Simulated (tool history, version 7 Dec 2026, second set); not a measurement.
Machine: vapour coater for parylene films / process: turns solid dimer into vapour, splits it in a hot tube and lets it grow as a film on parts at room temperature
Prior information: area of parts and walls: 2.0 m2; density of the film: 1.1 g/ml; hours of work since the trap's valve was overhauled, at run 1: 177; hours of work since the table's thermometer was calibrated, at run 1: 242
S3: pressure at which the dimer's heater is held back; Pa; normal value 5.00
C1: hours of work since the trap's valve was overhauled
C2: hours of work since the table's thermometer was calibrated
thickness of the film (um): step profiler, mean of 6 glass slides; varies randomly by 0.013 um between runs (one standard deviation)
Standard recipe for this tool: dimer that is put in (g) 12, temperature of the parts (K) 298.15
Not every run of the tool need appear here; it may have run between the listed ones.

Run 1, hour 0.0: usual settings; C1 177; C2 242. Result: thickness of the film (um) 2.56.
Run 2, hour 19.9: usual settings; C1 185; C2 250. Result: thickness of the film (um) 2.53.
Run 3, hour 38.6: usual settings; C1 193; C2 257. Result: thickness of the film (um) 2.55.
Run 4, hour 54.7: usual settings; C1 199; C2 264. Result: thickness of the film (um) 2.54.
Run 5, hour 71.8: usual settings; C1 206; C2 271. Result: thickness of the film (um) 2.58.
Run 6, hour 87.0: usual settings; C1 213; C2 277. Result: thickness of the film (um) 2.52.
Run 7, hour 105.8: usual settings; C1 220; C2 285. Result: thickness of the film (um) 2.50.
Run 8, hour 116.8: usual settings but dimer that is put in (g) 9; C1 225; C2 290. Result: thickness of the film (um) 1.88.
Run 9, hour 136.0: usual settings but dimer that is put in (g) 9; C1 233; C2 298. Result: thickness of the film (um) 1.86.
At hour 144.2: trap's valve overhauled.
Run 10, hour 159.3: usual settings but dimer that is put in (g) 9; C1 6; C2 306. Result: thickness of the film (um) 2.05.
Run 11, hour 170.0: usual settings; C1 11; C2 310. Result: thickness of the film (um) 2.72.
Run 12, hour 179.9: usual settings; C1 15; C2 314. Result: thickness of the film (um) 2.73.
Run 13, hour 194.5: usual settings; C1 21; C2 320. Result: thickness of the film (um) 2.72.
Run 14, hour 211.1: usual settings but dimer that is put in (g) 21; C1 28; C2 327. Result: thickness of the film (um) 4.73.
Run 15, hour 224.8: usual settings but S3 5.63 Pa; C1 33; C2 332. Result: thickness of the film (um) 2.65.
Run 16, hour 235.7: usual settings but S3 5.63 Pa; C1 38; C2 337. Result: thickness of the film (um) 2.62.
Run 17, hour 254.8: usual settings but temperature of the parts (K) 296.15, S3 5.63 Pa; C1 46; C2 345. Result: thickness of the film (um) 2.75.
Run 18, hour 271.0: usual settings but temperature of the parts (K) 296.15, S3 5.63 Pa; C1 52; C2 352. Result: thickness of the film (um) 2.75.
Run 19, hour 285.4: usual settings but dimer that is put in (g) 6, temperature of the parts (K) 307.15, S3 2.49 Pa; C1 58; C2 357. Result: thickness of the film (um) 1.25.
Run 20, hour 296.2: usual settings but temperature of the parts (K) 290.15, S3 2.78 Pa; C1 63; C2 362. Result: thickness of the film (um) 3.74.
Run 21, hour 309.7: usual settings but temperature of the parts (K) 290.15, S3 2.78 Pa; C1 68; C2 367. Result: thickness of the film (um) 3.78.
Run 22, hour 319.9: usual settings but dimer that is put in (g) 16, temperature of the parts (K) 307.15, S3 2.96 Pa; C1 72; C2 372. Result: thickness of the film (um) 3.23.
Run 23, hour 336.0: usual settings but dimer that is put in (g) 19, temperature of the parts (K) 293.15, S3 3.14 Pa; C1 79; C2 378. Result: thickness of the film (um) 5.35.
Run 24, hour 356.0: usual settings but dimer that is put in (g) 19, temperature of the parts (K) 293.15, S3 3.14 Pa; C1 87; C2 386. Result: thickness of the film (um) 5.32.
Run 25, hour 370.2: usual settings but dimer that is put in (g) 19, temperature of the parts (K) 309.15, S3 3.14 Pa; C1 93; C2 392. Result: thickness of the film (um) 3.53.
Run 26, hour 392.0: usual settings but dimer that is put in (g) 7, temperature of the parts (K) 309.15, S3 5.68 Pa; C1 102; C2 401. Result: thickness of the film (um) 1.14.
Run 27, hour 410.7: usual settings but dimer that is put in (g) 21, temperature of the parts (K) 295.15, S3 11.33 Pa; C1 110; C2 409. Result: thickness of the film (um) 4.07.
Run 28, hour 432.4: usual settings but dimer that is put in (g) 20, temperature of the parts (K) 291.15, S3 2.91 Pa; C1 119; C2 418. Result: thickness of the film (um) 5.95.
Run 29, hour 449.9: usual settings but dimer that is put in (g) 15, temperature of the parts (K) 296.15, S3 7.14 Pa; C1 126; C2 425. Result: thickness of the film (um) 3.14.
Run 30, hour 472.4: usual settings but dimer that is put in (g) 20, temperature of the parts (K) 296.15, S3 5.45 Pa; C1 135; C2 434. Result: thickness of the film (um) 4.47.
Run 31, hour 489.4: usual settings but dimer that is put in (g) 5, temperature of the parts (K) 295.15, S3 11.74 Pa; C1 142; C2 441. Result: thickness of the film (um) 0.95.

Branching from run 31: 4 alternative next runs. What would each branch give?
Run A, hour 507.0: usual settings but dimer that is put in (g) 15, temperature of the parts (K) 307.15, S3 2.76 Pa; C1 149; C2 449. Result: thickness of the film (um) ?.
Run B, hour 507.0: usual settings but dimer that is put in (g) 16, temperature of the parts (K) 292.15, S3 3.52 Pa; C1 149; C2 449. Result: thickness of the film (um) ?.
Run C, hour 507.0: usual settings but dimer that is put in (g) 13, temperature of the parts (K) 296.15, S3 6.10 Pa; C1 149; C2 449. Result: thickness of the film (um) ?.
Run D, hour 507.0: usual settings but S3 2.39 Pa; C1 149; C2 449. Result: thickness of the film (um) ?.

run  thickness of the film (um)
  A                        2.96
  B                        4.37
  C                        2.81
  D                        3.09
With the hidden condition removed and each run's random variation left untouched, the same runs would have given:
run  thickness of the film (um)
  A                        3.13
  B                        4.62
  C                        2.97
  D                        3.26
